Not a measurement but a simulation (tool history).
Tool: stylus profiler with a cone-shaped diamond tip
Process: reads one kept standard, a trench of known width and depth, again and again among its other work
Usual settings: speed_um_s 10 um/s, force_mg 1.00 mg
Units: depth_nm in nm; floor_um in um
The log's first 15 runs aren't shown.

run     day  speed_um_s  force_mg  depth_nm  floor_um
 16  25.454          10      1.00    100.24     47.63
 17  26.850          10      1.00    100.22     47.63
 18  27.900          10      1.00    100.25     47.64
 19  29.646          10      1.00    100.27     47.65
 20  31.608          10      1.00    100.24     47.66
 21  33.658          10      1.00    100.20     47.60
 22  35.250          33      1.00    100.21     47.51
 23  36.496          33      1.00    100.10     47.49
 24  38.496           5      0.61    100.07     47.65
 25  40.250           5      0.61    100.02     47.61
 26  42.371          28      0.61     99.98     47.45
 27  43.512          28      0.61     99.96     47.41
 28  45.096          28      0.61     99.95     47.43

The next listed run, before its measurement:
 29  47.021          28      0.61         ?         ?

Run 29 gave depth_nm 99.95 nm, floor_um 47.46 um.
Without the tool's hidden state the same run would have given depth_nm 100.19 nm, floor_um 47.88 um.

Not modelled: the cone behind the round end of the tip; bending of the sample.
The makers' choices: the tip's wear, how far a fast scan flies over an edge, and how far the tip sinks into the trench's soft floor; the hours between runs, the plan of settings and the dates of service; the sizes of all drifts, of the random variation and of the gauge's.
